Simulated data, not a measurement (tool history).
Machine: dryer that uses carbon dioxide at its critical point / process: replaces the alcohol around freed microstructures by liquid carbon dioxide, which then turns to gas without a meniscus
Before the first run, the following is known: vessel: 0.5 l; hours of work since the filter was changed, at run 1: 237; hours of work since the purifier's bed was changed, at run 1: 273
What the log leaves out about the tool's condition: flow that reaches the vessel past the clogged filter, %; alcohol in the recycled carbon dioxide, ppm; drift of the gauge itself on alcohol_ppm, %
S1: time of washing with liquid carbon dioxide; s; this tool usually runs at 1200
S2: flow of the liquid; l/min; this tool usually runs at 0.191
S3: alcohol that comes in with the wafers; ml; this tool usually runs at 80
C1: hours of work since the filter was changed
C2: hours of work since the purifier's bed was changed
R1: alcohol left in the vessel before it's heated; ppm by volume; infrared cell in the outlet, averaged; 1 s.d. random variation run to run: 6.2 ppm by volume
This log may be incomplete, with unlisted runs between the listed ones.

| run | hour | S1 | S2 | S3 | C1 | C2 | R1 |
|---|---|---|---|---|---|---|---|
| 1 | 0.0 | 1200 | 0.191 | 80 | 237 | 273 | 404 |
| 2 | 23.0 | 1200 | 0.191 | 80 | 248 | 284 | 405 |
| 3 | 69.5 | 1200 | 0.191 | 39 | 269 | 305 | 240 |
| 4 | 92.3 | 1200 | 0.191 | 80 | 279 | 315 | 432 |
| 5 | 119.5 | 1200 | 0.191 | 80 | 292 | 327 | 438 |
| 6 | 155.2 | 1200 | 0.191 | 80 | 308 | 343 | 466 |
| 7 | 183.2 | 1200 | 0.191 | 23 | 320 | 356 | 166 |
| 8 | 220.4 | 1200 | 0.191 | 23 | 337 | 373 | 175 |
| 9 | 258.1 | 1200 | 0.191 | 23 | 354 | 390 | 182 |
| 10 | 285.4 | 1200 | 0.191 | 23 | 367 | 402 | 186 |
| 11 | 324.4 | 1200 | 0.191 | 113 | 385 | 420 | 717 |
| 12 | 351.5 | 1200 | 0.191 | 113 | 397 | 432 | 741 |
| 13 | 392.2 | 1200 | 0.191 | 80 | 415 | 451 | 557 |
| 14 | 417.9 | 1200 | 0.191 | 80 | 427 | 463 | 558 |
| 15 | 445.7 | 1200 | 0.191 | 80 | 439 | 475 | 582 |
| 16 | 489.3 | 1200 | 0.191 | 47 | 459 | 495 | 382 |
| 17 | 529.3 | 1740 | 0.191 | 80 | 477 | 513 | 114 |
| 18 | 557.1 | 1740 | 0.191 | 80 | 490 | 526 | 121 |
| 19 | 592.8 | 1740 | 0.191 | 80 | 506 | 542 | 118 |
| 20 | 630.6 | 1740 | 0.191 | 80 | 523 | 559 | 122 |
| 21 | 659.2 | 1200 | 0.191 | 80 | 536 | 572 | 692 |
|  | 686.3 | inlet filter changed |
| 22 | 694.2 | 1200 | 0.191 | 80 | 4 | 587 | 333 |
| 23 | 740.5 | 1200 | 0.191 | 80 | 25 | 608 | 335 |
| 24 | 785.9 | 1200 | 0.191 | 80 | 45 | 629 | 347 |
| 25 | 829.5 | 1680 | 0.247 | 79 | 65 | 649 | 100 |
| 26 | 861.6 | 1020 | 0.292 | 64 | 79 | 663 | 140 |
| 27 | 892.1 | 1020 | 0.292 | 64 | 93 | 677 | 139 |
| 28 | 930.2 | 720 | 0.153 | 107 | 111 | 694 | 9870 |
| 29 | 953.6 | 1560 | 0.203 | 93 | 121 | 705 | 135 |
| 30 | 994.3 | 1380 | 0.276 | 56 | 140 | 723 | 106 |
| 31 | 1024.9 | 720 | 0.262 | 26 | 154 | 737 | 433 |
| 32 | 1060.9 | 1260 | 0.191 | 80 | 170 | 754 | 333 |
| 33 | 1097.9 | 1200 | 0.191 | 91 | 187 | 770 | 473 |
| 34 | 1126.3 | 1200 | 0.191 | 97 | 199 | 783 | 525 |
| 35 | 1171.4 | 1200 | 0.191 | 97 | 220 | 804 | 524 |
| 36 | 1200.3 | 1740 | 0.191 | 32 | 233 | 817 | 131 |
| 37 | 1223.4 | 1740 | 0.191 | 32 | 243 | 827 | 124 |
| 38 | 1263.1 | 1740 | 0.191 | 32 | 261 | 845 | 128 |
| 39 | 1296.9 | 1200 | 0.312 | 80 | 277 | 861 | 130 |
| 40 | 1343.5 | 1200 | 0.312 | 80 | 298 | 882 | 129 |
| 41 | 1375.1 | 1080 | 0.256 | 35 | 312 | 896 | 189 |
| 42 | 1406.9 | 840 | 0.302 | 80 | 327 | 911 | 361 |
| 43 | 1441.6 | 840 | 0.302 | 80 | 342 | 926 | 383 |
| 44 | 1463.4 | 1740 | 0.256 | 56 | 352 | 936 | 131 |
| 45 | 1483.6 | 1440 | 0.256 | 56 | 361 | 945 | 148 |
| 46 | 1525.8 | 1440 | 0.256 | 56 | 381 | 964 | 154 |
| 47 | 1548.4 | 900 | 0.294 | 38 | 391 | 975 | 244 |

Each row is a separate what-if for the run after 47, all from the same tool condition, not one after another. Results?
| A | 1579.1 | 1440 | 0.294 | 38 | 405 | 989 | ? |
| B | 1579.1 | 1200 | 0.126 | 24 | 405 | 989 | ? |
| C | 1579.1 | 960 | 0.191 | 35 | 405 | 989 | ? |

| run | R1 |
|---|---|
| A | 134 |
| B | 1106 |
| C | 819 |
The same runs, with their run-to-run variation unchanged, on a tool lacking any hidden condition would have given:
| run | R1 |
|---|---|
| A | 0 |
| B | 612 |
| C | 394 |
